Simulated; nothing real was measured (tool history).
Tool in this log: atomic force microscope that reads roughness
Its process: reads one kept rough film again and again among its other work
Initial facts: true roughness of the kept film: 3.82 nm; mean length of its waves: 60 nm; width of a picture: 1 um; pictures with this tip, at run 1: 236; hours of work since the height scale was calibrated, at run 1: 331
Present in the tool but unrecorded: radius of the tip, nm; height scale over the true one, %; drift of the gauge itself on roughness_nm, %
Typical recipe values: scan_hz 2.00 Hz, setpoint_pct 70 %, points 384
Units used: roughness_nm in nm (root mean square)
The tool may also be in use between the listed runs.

run	hour	scan_hz	setpoint_pct	points	pictures with this tip	hours of work since the height scale was calibrated	roughness_nm
1	0.0	2.00	70	384	236	331	3.514
2	8.0	1.27	70	384	255	336	3.591
3	18.6	1.27	70	384	279	343	3.570
4	26.6	1.27	70	384	297	348	3.565
# hour 33.4: new tip fitted
5	39.6	1.27	70	384	14	356	3.570
6	47.4	2.00	70	384	32	361	3.504
7	59.9	2.00	70	384	60	369	3.511
8	67.1	2.81	70	384	76	374	3.438
9	77.9	2.00	70	384	101	381	3.507
10	86.7	2.00	70	384	121	387	3.503
11	93.1	2.00	76	384	135	391	3.434
12	104.9	2.00	76	384	162	399	3.420
13	113.1	2.00	76	384	181	404	3.441
14	123.3	2.00	70	384	204	410	3.494
15	133.9	2.00	66	818	228	417	3.564
16	145.6	2.00	66	818	254	425	3.559
17	153.1	2.00	85	261	271	430	3.310
18	164.6	0.83	56	640	298	437	3.646
# hour 170.9: new tip fitted
19	174.7	0.83	55	418	8	444	3.695
20	187.0	0.83	55	418	36	452	3.663
21	199.5	2.00	67	411	65	460	3.548
22	210.2	2.73	59	267	89	467	3.580
23	222.6	1.73	69	618	117	475	3.550
24	232.2	2.00	58	692	139	481	3.615
25	243.8	2.69	59	384	165	488	3.575
26	256.0	2.69	59	384	193	496	3.577
27	263.0	2.00	67	375	209	501	3.563
28	273.9	0.52	75	710	233	508	3.624

Each row is a separate what-if for the run after 28, all from the same tool condition, not one after another. Results?
A	284.0	1.65	83	328	256	514	?
B	284.0	0.76	75	627	256	514	?
C	284.0	1.11	89	630	256	514	?
D	284.0	2.60	79	361	256	514	?

run	roughness_nm
A	3.367
B	3.610
C	3.422
D	3.336
With no hidden state in the tool, these same runs would have given:
run	roughness_nm
A	3.373
B	3.617
C	3.429
D	3.342
